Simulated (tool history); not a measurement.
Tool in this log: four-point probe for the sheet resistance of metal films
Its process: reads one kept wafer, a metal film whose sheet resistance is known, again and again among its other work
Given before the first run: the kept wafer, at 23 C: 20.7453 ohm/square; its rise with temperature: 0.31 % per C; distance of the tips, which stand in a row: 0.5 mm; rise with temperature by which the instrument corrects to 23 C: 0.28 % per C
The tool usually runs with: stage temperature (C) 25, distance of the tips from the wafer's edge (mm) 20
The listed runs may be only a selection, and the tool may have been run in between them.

run      day  stage temperature (C)  distance of the tips from the wafer's edge (mm)  sheet resistance as the instrument gives it (ohm/square)
  1        0                     25                                               20                                                 20.778348
  2    4.225                     33                                               20                                                 20.823933
  3    7.254                     33                                               20                                                 20.829922
  4   11.196                     33                                               20                                                  20.82425
  5   13.112                     33                                               20                                                  20.82854
  6   17.358                     33                                               20                                                 20.826908
  7   21.812                     25                                               20                                                 20.776611
  8   25.525                     25                                                7                                                 20.824664
  9   28.683                     25                                                7                                                 20.825021
 10   30.696                     27                                               20                                                 20.788985
 11   34.092                     25                                               20                                                 20.769706
      35.188  -- stage's thermometer calibrated
 12   38.354                     31                                               20                                                 20.808989
 13       42                     31                                               20                                                 20.805827
 14   44.204                     31                                               20                                                 20.813612
 15     48.7                     19                                               20                                                 20.735419
 16   50.754                     19                                               20                                                 20.731869
 17   53.883                     19                                               20                                                 20.724385
 18     57.1                     25                                               20                                                 20.762075
      58.283  -- stage's thermometer calibrated, once more
 19   60.025                     25                                               20                                                 20.741843
 20   64.508                     30                                               50                                                 20.774516
 21   67.808                     21                                               24                                                 20.701908
 22   72.233                     21                                               24                                                 20.706898
 23   75.296                     20                                                8                                                 20.736533
 24   78.592                     21                                               24                                                 20.703132
 25   80.404                     28                                               13                                                 20.763313
 26   84.829                     28                                               13                                                 20.760659
 27    89.15                     19                                               12                                                 20.708123
 28   91.104                     18                                               33                                                 20.682523
 29   95.383                     29                                               41                                                 20.747126
 30   98.696                     31                                                3                                                 21.060681
 31  102.479                     31                                                3                                                 21.065278
 32  105.925                     31                                                3                                                 21.068337
 33  108.062                     28                                               40                                                 20.739197
 34  111.408                     24                                                3                                                 21.016857
 35  114.796                     30                                               16                                                 20.757082
 36  118.817                     34                                                5                                                 20.882067
 37  123.083                     20                                               23                                                 20.691714

Forecast each of these 3 alternatives for the next run:
  A  125.829                     22                                               46                                                         ?
  B  125.829                     20                                               11                                                         ?
  C  125.829                     20                                               67                                                         ?

run  sheet resistance as the instrument gives it (ohm/square)
  A                                                 20.691828
  B                                                 20.704229
  C                                                 20.686482
Without the tool's hidden state the same runs would have given:
run  sheet resistance as the instrument gives it (ohm/square)
  A                                                 20.734345
  B                                                 20.746696
  C                                                 20.728917
